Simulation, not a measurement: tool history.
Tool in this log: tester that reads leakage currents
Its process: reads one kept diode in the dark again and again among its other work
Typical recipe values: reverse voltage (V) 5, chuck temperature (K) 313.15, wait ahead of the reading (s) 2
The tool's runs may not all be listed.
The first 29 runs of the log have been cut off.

run    hour  reverse voltage (V)  chuck temperature (K)  wait ahead of the reading (s)  current that the tester gives (pA)
     1674.6  -- probe card cleaned and baked
 30  1693.6                 4.46                 296.15                              2                               98.22
 31  1745.5                    5                 321.15                            1.2                              706.64
 32  1800.5                 3.23                 313.15                              2                              336.33
 33  1852.4                 3.14                 313.15                           0.63                               334.6
 34  1899.5                    5                 318.15                           0.44                              570.99
 35  1938.4                    5                 309.15                           0.65                              290.59
 36  2016.2                 4.67                 309.15                           1.83                              282.05
 37  2069.7                 4.78                 321.15                           1.83                              693.17
 38  2144.7                 5.48                 313.15                           1.66                              405.93
 39  2217.8                 1.95                 308.15                           3.44                              192.38

Below are 4 alternative next runs, each starting from the tool's condition after run 39. Predict each:
  A  2254.8                 1.95                 305.15                           3.44                                   ?
  B  2254.8                 5.24                 298.15                           3.44                                   ?
  C  2254.8                  7.9                 313.15                              2                                   ?
  D  2254.8                 1.95                 294.15                           2.58                                   ?

run  current that the tester gives (pA)
  A                              152.11
  B                              121.57
  C                                 460
  D                               61.51
Take away the tool's hidden state, keep each run's random variation, and the runs would have read:
run  current that the tester gives (pA)
  A                              152.25
  B                              121.63
  C                              460.36
  D                               61.56
